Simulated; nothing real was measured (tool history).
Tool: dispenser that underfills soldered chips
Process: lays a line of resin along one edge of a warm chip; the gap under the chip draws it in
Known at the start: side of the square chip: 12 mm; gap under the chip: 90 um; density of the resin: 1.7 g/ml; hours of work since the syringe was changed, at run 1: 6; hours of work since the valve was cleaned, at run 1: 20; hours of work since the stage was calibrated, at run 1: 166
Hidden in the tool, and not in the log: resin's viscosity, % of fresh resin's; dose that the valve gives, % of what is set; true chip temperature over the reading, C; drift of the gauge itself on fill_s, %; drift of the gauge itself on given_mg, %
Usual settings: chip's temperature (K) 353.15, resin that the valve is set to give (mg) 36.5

run  hour  chip's temperature (K)  resin that the valve is set to give (mg)  hours of work since the syringe was changed  hours of work since the valve was cleaned  hours of work since the stage was calibrated  time until the resin shows at the far edge (s)  resin that the valve gave (mg)
  1     0                  353.15                                      36.5                                            6                                         20                                           166                                            70.1                           36.07
      1.6  -- new syringe of resin
  2   4.9                  353.15                                      36.5                                            2                                         23                                           169                                              55                              36
  3    10                  353.15                                      36.5                                            5                                         26                                           172                                            64.9                           35.95
     13.4  -- new syringe of resin
  4  15.4                  353.15                                      36.5                                            1                                         30                                           175                                            52.9                           35.98
  5  19.4                  353.15                                      36.5                                            4                                         32                                           178                                            60.5                           35.84
     25.2  -- new syringe of resin
  6  25.2                  353.15                                      35.4                                            0                                         35                                           181                                            51.1                           34.82
  7  29.2                  353.15                                      35.4                                            2                                         38                                           184                                            57.3                           34.79
  8  33.7                  353.15                                      41.8                                            5                                         41                                           187                                            65.8                           41.23
     37.1  -- new syringe of resin
  9  40.9                  360.15                                      41.8                                            2                                         45                                           191                                              39                           40.91
 10  44.6                  353.15                                      36.5                                            5                                         47                                           193                                            62.9                           35.73
 11  48.3                  353.15                                      36.5                                            7                                         50                                           196                                              73                           35.94
     49.1  -- new syringe of resin
 12  53.4                  354.15                                      33.1                                            3                                         53                                           199                                            55.3                           32.36
 13  59.7                  350.15                                      36.5                                            7                                         57                                           202                                            82.6                           35.69
       61  -- new syringe of resin
 14  66.4                  353.15                                      35.9                                            3                                         61                                           206                                            59.7                           35.16
 15    70                  352.15                                      32.3                                            6                                         63                                           209                                            73.2                           31.57
     72.9  -- new syringe of resin
 16  74.1                  339.15                                      37.6                                            1                                         65                                           211                                           112.2                           36.56
 17    78                  361.15                                      46.3                                            3                                         68                                           213                                            38.7                            45.1
 18  81.1                  348.15                                      34.2                                            5                                         70                                           215                                            84.7                            33.3
     84.6  -- new syringe of resin
 19  87.6                  348.15                                      34.2                                            2                                         73                                           219                                            74.6                           33.22
 20  94.1                  342.15                                      43.6                                            6                                         77                                           223                                           125.7                           42.11
     96.2  -- new syringe of resin
 21  99.2                  342.15                                      43.6                                            2                                         80                                           226                                           101.8                           42.28
 22   106                  358.15                                      31.8                                            6                                         85                                           231                                            55.9                           30.89

Forecast each of these 5 alternatives for the next run:
     107.8  -- new syringe of resin
  A  112.1                  366.15                                      46.1                                            3                                         88                                           234                                               ?                               ?
     107.8  -- new syringe of resin
  B  112.1                  365.15                                      44.9                                            3                                         88                                           234                                               ?                               ?
     107.8  -- new syringe of resin
  C  112.1                  355.15                                        35                                            3                                         88                                           234                                               ?                               ?
     107.8  -- new syringe of resin
  D  112.1                  365.15                                      31.8                                            3                                         88                                           234                                               ?                               ?
     107.8  -- new syringe of resin
  E  112.1                  368.15                                      33.5                                            3                                         88                                           234                                               ?                               ?

run  time until the resin shows at the far edge (s)  resin that the valve gave (mg)
  A                                            30.4                           44.55
  B                                            31.7                           43.38
  C                                              53                           33.91
  D                                            32.9                            30.7
  E                                            28.6                           32.46
Without the tool's hidden state the same runs would have given:
run  time until the resin shows at the far edge (s)  resin that the valve gave (mg)
  A                                            24.8                           46.07
  B                                            25.8                           44.86
  C                                            42.9                           35.06
  D                                            26.6                           31.74
  E                                            23.2                           33.56

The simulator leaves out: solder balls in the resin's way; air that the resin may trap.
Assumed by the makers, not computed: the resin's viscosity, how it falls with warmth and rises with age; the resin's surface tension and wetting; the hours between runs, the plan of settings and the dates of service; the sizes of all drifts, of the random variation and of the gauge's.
